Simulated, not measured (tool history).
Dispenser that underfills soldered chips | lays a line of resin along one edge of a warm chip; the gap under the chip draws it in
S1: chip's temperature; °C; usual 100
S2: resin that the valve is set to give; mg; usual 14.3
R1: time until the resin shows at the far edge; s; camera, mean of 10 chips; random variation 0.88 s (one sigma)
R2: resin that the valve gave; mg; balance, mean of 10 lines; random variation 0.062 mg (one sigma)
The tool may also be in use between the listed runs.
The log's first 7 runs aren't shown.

run	hour	S1	S2	R1	R2
# hour 92.7: dispensing valve cleaned and set on the balance
8	95.3	100	14.3	165.1	14.24
# hour 97.6: new syringe of resin
# hour 111.2: new syringe of resin
9	111.2	100	14.3	83.4	14.15
# hour 124.7: new syringe of resin
10	126.0	100	14.3	88.4	14.07
# hour 138.1: new syringe of resin
11	142.2	100	14.3	107.8	14.01
12	150.1	100	14.4	170.8	13.99
# hour 151.3: new syringe of resin
13	158.2	100	14.3	128.8	13.89
# hour 164.7: new syringe of resin
14	171.7	100	14.3	126.2	13.85
# hour 177.9: new syringe of resin
15	186.0	100	13.2	139.0	12.58
# hour 191.5: new syringe of resin
16	193.3	100	13.2	96.2	12.53
17	201.7	100	13.2	152.3	12.61

The next listed run, before its measurement:
# hour 204.2: new syringe of resin
# hour 216.9: new syringe of resin
18	217.4	90	18.2	?	?

Run 18 gave R1 113.9 s, R2 17.18 mg.
Without the tool's hidden state the same run would have given R1 107.4 s, R2 18.25 mg.

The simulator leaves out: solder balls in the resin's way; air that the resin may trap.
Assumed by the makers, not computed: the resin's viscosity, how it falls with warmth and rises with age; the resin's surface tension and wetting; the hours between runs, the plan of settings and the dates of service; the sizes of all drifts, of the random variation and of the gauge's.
